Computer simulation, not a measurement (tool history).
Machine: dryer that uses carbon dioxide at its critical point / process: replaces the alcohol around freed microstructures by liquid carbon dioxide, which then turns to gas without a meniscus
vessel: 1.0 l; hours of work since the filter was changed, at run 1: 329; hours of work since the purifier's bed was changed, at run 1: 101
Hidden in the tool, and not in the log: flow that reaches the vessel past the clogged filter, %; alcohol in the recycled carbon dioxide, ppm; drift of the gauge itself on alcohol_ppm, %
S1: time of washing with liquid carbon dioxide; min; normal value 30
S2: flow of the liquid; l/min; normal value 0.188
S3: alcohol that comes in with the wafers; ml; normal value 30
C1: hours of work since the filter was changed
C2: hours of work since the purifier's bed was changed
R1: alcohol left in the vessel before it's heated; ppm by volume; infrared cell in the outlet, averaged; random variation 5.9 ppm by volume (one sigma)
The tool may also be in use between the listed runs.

run   hour  S1     S2  S3   C1   C2    R1
  1      0  30  0.188  30  329  101   296
  2   26.6  30  0.188  30  343  115   295
  3   68.8  30  0.188  30  367  139   299
  4  108.7  20  0.188  30  388  160  1371
  5    148  20  0.188  30  410  182  1407
  6  176.5  20  0.188  30  426  198  1421
     182.2  -- inlet filter changed
  7  212.1  20  0.188  30   16  217  1165
  8  232.6  20  0.188  30   28  228  1149
  9  258.3  20  0.188  30   42  242  1166
 10  300.5  32   0.27  21   65  265    46
 11  334.6  25  0.211  90   84  284   965
 12    373  25  0.211  90  105  305   951
 13    409  32  0.211  92  124  325   319
 14  437.7  37  0.237  35  140  340    49
 15  458.1  37  0.237  35  151  352    54
 16    487  37  0.237  35  167  368    49
 17  509.2  37  0.237  35  180  380    50
 18  534.1  48  0.188  30  193  393    49

Predict each of these 5 candidate next runs independently; none follows another, all start after run 18:
  A  555.3  29  0.274  103  205  405   ?
  B  555.3  21  0.171   92  205  405   ?
  C  555.3  48  0.188  117  205  405   ?
  D  555.3  46  0.188   28  205  405   ?
  E  555.3  20  0.188   52  205  405   ?

run    R1
  A   155
  B  4605
  C    93
  D    49
  E  2159
Stripped of hidden state, with their random variation kept, the same runs would have yielded:
run    R1
  A    94
  B  3977
  C    47
  D    14
  E  1841

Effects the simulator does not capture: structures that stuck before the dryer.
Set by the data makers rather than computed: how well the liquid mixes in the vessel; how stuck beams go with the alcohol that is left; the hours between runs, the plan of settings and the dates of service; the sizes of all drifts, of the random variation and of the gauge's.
